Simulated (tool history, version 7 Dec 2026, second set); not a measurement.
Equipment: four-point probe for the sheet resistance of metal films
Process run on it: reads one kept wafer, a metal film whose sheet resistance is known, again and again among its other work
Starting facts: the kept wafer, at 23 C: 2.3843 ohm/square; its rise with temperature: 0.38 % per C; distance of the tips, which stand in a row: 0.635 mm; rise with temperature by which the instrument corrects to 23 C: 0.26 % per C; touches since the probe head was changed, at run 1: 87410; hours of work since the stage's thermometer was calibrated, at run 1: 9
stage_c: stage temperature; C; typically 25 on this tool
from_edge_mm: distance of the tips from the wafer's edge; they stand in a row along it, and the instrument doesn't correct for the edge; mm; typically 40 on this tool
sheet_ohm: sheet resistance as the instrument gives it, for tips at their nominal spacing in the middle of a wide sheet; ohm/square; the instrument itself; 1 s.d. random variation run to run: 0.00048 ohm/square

run	hour	stage_c	from_edge_mm	touches since the probe head was changed	hours of work since the stage's thermometer was calibrated	sheet_ohm
1	0	25	40	87410	9	2.392093
2	66.8	25	40	88717	56	2.391048
3	172.8	25	3	90792	130	2.44741
4	275.1	25	3	92796	201	2.448742
5	390.6	25	3	95058	282	2.448695
6	515.7	25	3	97507	369	2.447837
7	570.5	25	5	98580	407	2.412191
8	699	25	5	101096	497	2.413368
9	803.2	25	32	103135	570	2.392905
10	863.7	25	32	104320	612	2.392922
11	930.8	25	32	105634	659	2.392182
12	1041.7	25	32	107805	736	2.392376
13	1120.1	25	32	109340	791	2.392553
14	1219	25	40	111275	859	2.392668
15	1298.9	25	18	112840	915	2.394861
16	1385.5	25	18	114536	976	2.394321
17	1446.6	25	29	115731	1018	2.393227
18	1532.3	25	29	117410	1078	2.393039
19	1609.4	25	29	118919	1132	2.392045
20	1730.5	25	64	121291	1216	2.392372
21	1853.6	23	40	123701	1302	2.387165
22	1947.1	23	40	125531	1367	2.386834
23	2007.1	25	15	126707	1409	2.394372
24	2092.3	19	7	128375	1469	2.386778
25	2165.4	25	5	129805	1519	2.413775
26	2254.3	25	5	131545	1581	2.412867
27	2378.7	25	8	133981	1668	2.401037
28	2489.6	25	8	136153	1746	2.4001
29	2568.6	24	8	137699	1801	2.397853
30	2632.9	24	8	138958	1845	2.397923
31	2690.1	31	7	140078	1885	2.419095
32	2754	34	5	141329	1930	2.437047
33	2875.7	28	6	143712	2015	2.415314
34	2967.3	18	13	145504	2079	2.376748
35	3069.2	18	13	147501	2150	2.376394
36	3144.6	19	10	148976	2202	2.381592
37	3233.1	19	5	150709	2264	2.39712
# hour 3306.3: stage's thermometer calibrated
38	3353.3	22	4	153051	33	2.408859
39	3432.7	32	36	154606	88	2.404919
40	3500.2	33	40	155929	135	2.406905
41	3575.4	33	9	157400	188	2.412921
42	3690.4	19	54	159652	268	2.367936
43	3802.6	31	46	161849	346	2.400825
44	3854.2	31	46	162859	382	2.401599

For some of the steps in sheet_ohm from one run to the next: how much would appear even if the tool had no hidden state, given the settings, what came in and random variation, and how much remains for the hidden state plus any gauge scatter that the measured result and the result without hidden state don't share?
Hidden state at play: inner tips' distance over the nominal, %; tips' flats over new ones', %; wafer's true temperature over the reading, C; drift of the gauge itself on sheet_ohm, %.
Run 2 -> 3: from_edge_mm 40 -> 3. sheet_ohm +0.056362 ohm/square: hidden state +0.000102, all else +0.05626.
Run 32 -> 33: stage_c 34 -> 28, from_edge_mm 5 -> 6. sheet_ohm -0.021733 ohm/square: hidden state +0.000207, all else -0.02194.
Run 33 -> 34: stage_c 28 -> 18, from_edge_mm 6 -> 13. sheet_ohm -0.038566 ohm/square: hidden state +0.000288, all else -0.038854.
Run 37 -> 38: stage_c 19 -> 22, from_edge_mm 5 -> 4, stage's thermometer calibrated. sheet_ohm +0.011739 ohm/square: hidden state -0.008548, all else +0.020287.
Run 41 -> 42: stage_c 33 -> 19, from_edge_mm 9 -> 54. sheet_ohm -0.044985 ohm/square: hidden state +0.00019, all else -0.045175.
